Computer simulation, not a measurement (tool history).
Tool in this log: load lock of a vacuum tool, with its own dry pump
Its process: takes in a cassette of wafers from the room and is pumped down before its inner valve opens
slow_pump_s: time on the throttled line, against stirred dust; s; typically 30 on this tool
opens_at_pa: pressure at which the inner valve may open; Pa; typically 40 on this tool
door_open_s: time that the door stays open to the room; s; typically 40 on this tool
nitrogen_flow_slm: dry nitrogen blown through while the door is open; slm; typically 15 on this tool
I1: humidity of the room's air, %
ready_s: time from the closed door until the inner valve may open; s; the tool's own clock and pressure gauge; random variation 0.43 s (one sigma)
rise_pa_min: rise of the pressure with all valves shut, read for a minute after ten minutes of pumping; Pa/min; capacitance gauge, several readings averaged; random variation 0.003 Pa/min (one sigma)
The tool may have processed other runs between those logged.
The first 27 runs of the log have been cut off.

run 28 day=310.654 | slow_pump_s=51 opens_at_pa=53 door_open_s=40 nitrogen_flow_slm=5 | I1=45.7 | ready_s=70.0 rise_pa_min=0.657
run 29 day=322.671 | slow_pump_s=51 opens_at_pa=53 door_open_s=40 nitrogen_flow_slm=5 | I1=41.6 | ready_s=70.5 rise_pa_min=0.648
-- day=330.675 door's seal changed, seat wiped
run 30 day=337.050 | slow_pump_s=52 opens_at_pa=40 door_open_s=40 nitrogen_flow_slm=4 | I1=45.7 | ready_s=71.6 rise_pa_min=0.041
run 31 day=344.162 | slow_pump_s=52 opens_at_pa=40 door_open_s=66 nitrogen_flow_slm=5 | I1=42.7 | ready_s=70.8 rise_pa_min=0.061
run 32 day=358.054 | slow_pump_s=52 opens_at_pa=40 door_open_s=66 nitrogen_flow_slm=9 | I1=49.1 | ready_s=72.5 rise_pa_min=0.059
run 33 day=369.192 | slow_pump_s=46 opens_at_pa=30 door_open_s=224 nitrogen_flow_slm=8 | I1=42.5 | ready_s=69.7 rise_pa_min=0.113
run 34 day=376.821 | slow_pump_s=17 opens_at_pa=37 door_open_s=67 nitrogen_flow_slm=8 | I1=47.5 | ready_s=43.2 rise_pa_min=0.065
run 35 day=390.083 | slow_pump_s=41 opens_at_pa=28 door_open_s=44 nitrogen_flow_slm=8 | I1=49.1 | ready_s=64.2 rise_pa_min=0.059
run 36 day=406.117 | slow_pump_s=41 opens_at_pa=68 door_open_s=44 nitrogen_flow_slm=8 | I1=47.2 | ready_s=62.0 rise_pa_min=0.064
run 37 day=418.167 | slow_pump_s=48 opens_at_pa=56 door_open_s=88 nitrogen_flow_slm=40 | I1=44.7 | ready_s=68.7 rise_pa_min=0.055

3 options for the next run, each taken on its own from the tool as it stands now. Forecast them:
run A day=425.492 | slow_pump_s=18 opens_at_pa=56 door_open_s=88 nitrogen_flow_slm=40 | I1=46.4 | ready_s=? rise_pa_min=?
run B day=425.492 | slow_pump_s=48 opens_at_pa=31 door_open_s=26 nitrogen_flow_slm=40 | I1=41.9 | ready_s=? rise_pa_min=?
run C day=425.492 | slow_pump_s=30 opens_at_pa=72 door_open_s=109 nitrogen_flow_slm=15 | I1=46.6 | ready_s=? rise_pa_min=?

run=A ready_s=43.3 rise_pa_min=0.060
run=B ready_s=70.8 rise_pa_min=0.047
run=C ready_s=51.7 rise_pa_min=0.085
The same runs, with their run-to-run variation unchanged, on a tool lacking any hidden condition would have given:
run=A ready_s=40.3 rise_pa_min=0.034
run=B ready_s=68.0 rise_pa_min=0.021
run=C ready_s=49.1 rise_pa_min=0.059
